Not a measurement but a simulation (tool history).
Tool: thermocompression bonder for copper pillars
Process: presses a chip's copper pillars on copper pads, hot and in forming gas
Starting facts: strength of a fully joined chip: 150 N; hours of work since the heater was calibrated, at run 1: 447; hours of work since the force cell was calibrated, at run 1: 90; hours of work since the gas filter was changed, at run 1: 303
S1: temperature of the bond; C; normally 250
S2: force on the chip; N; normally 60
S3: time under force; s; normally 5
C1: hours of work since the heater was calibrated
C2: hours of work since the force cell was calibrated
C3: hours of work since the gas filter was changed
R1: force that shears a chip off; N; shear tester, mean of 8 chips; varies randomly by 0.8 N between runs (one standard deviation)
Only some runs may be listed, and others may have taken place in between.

run	day	S1	S2	S3	C1	C2	C3	R1
1	0.000	250	60	5	447	90	303	95.7
2	1.333	250	60	5	469	111	324	94.6
3	3.654	250	60	5	506	149	362	94.0
4	4.988	250	60	5	528	170	384	93.6
5	6.050	250	60	5	545	187	401	93.1
6	7.088	250	60	5	562	204	418	94.8
# day 8.450: forming gas filter changed
7	8.450	250	60	5	584	226	0	105.3
8	9.983	236	84	4	608	251	25	94.3
9	11.108	236	84	4	627	269	43	94.3
10	12.962	263	60	6	657	299	73	122.1

Estimate the outcome of run 11 from the log above:
11	14.758	263	60	6	686	328	102	?

R1: 123.2 N
The same run, on a tool lacking any hidden state, would have yielded R1 113.7 N.
